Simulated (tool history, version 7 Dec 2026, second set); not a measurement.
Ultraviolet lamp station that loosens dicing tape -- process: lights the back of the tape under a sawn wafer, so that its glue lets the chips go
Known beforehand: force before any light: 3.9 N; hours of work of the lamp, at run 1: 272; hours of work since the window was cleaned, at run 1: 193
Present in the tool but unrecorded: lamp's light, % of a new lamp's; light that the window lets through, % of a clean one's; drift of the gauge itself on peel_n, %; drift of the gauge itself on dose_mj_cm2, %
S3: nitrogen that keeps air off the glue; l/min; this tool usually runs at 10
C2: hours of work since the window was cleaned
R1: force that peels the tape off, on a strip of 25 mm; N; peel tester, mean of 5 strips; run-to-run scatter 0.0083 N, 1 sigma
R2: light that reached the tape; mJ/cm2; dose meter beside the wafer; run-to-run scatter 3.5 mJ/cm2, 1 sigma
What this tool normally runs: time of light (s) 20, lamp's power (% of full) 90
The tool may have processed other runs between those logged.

{"run": 1, "day": 0.0, "time of light (s)": 20, "lamp's power (% of full)": 90, "S3": 10, "hours of work of the lamp": 272, "C2": 193, "R1": 0.445, "R2": 466}
{"run": 2, "day": 0.338, "time of light (s)": 20, "lamp's power (% of full)": 90, "S3": 10, "hours of work of the lamp": 278, "C2": 198, "R1": 0.448, "R2": 463}
{"run": 3, "day": 0.733, "time of light (s)": 20, "lamp's power (% of full)": 90, "S3": 10, "hours of work of the lamp": 285, "C2": 205, "R1": 0.465, "R2": 463}
{"run": 4, "day": 1.242, "time of light (s)": 20, "lamp's power (% of full)": 90, "S3": 10, "hours of work of the lamp": 293, "C2": 214, "R1": 0.446, "R2": 461}
{"run": 5, "day": 1.604, "time of light (s)": 20, "lamp's power (% of full)": 90, "S3": 10, "hours of work of the lamp": 299, "C2": 220, "R1": 0.489, "R2": 450}
{"run": 6, "day": 1.921, "time of light (s)": 20, "lamp's power (% of full)": 90, "S3": 10, "hours of work of the lamp": 305, "C2": 226, "R1": 0.475, "R2": 450}
{"run": 7, "day": 2.392, "time of light (s)": 20, "lamp's power (% of full)": 90, "S3": 10, "hours of work of the lamp": 313, "C2": 234, "R1": 0.462, "R2": 449}
{"run": 8, "day": 2.796, "time of light (s)": 20, "lamp's power (% of full)": 90, "S3": 10, "hours of work of the lamp": 320, "C2": 241, "R1": 0.473, "R2": 447}
{"run": 9, "day": 3.004, "time of light (s)": 20, "lamp's power (% of full)": 90, "S3": 10, "hours of work of the lamp": 323, "C2": 244, "R1": 0.472, "R2": 445}
{"run": 10, "day": 3.408, "time of light (s)": 12, "lamp's power (% of full)": 61, "S3": 10, "hours of work of the lamp": 330, "C2": 251, "R1": 1.546, "R2": 180}
{"run": 11, "day": 3.896, "time of light (s)": 20, "lamp's power (% of full)": 79, "S3": 5, "hours of work of the lamp": 339, "C2": 259, "R1": 0.75, "R2": 385}
{"run": 12, "day": 4.204, "time of light (s)": 11, "lamp's power (% of full)": 90, "S3": 4, "hours of work of the lamp": 344, "C2": 265, "R1": 1.368, "R2": 236}
{"day": 4.262, "done": "window cleaned of glue's vapour"}
{"run": 13, "day": 4.675, "time of light (s)": 11, "lamp's power (% of full)": 95, "S3": 12, "hours of work of the lamp": 352, "C2": 7, "R1": 1.147, "R2": 228}

Expected results for the next run?
{"run": 14, "day": 4.992, "time of light (s)": 11, "lamp's power (% of full)": 95, "S3": 12, "hours of work of the lamp": 357, "C2": 13, "R1": "?", "R2": "?"}

R1: 1.179 N
R2: 224 mJ/cm2
Minus the tool's unlogged condition, the same run would have read R1 0.714 N, R2 332 mJ/cm2.
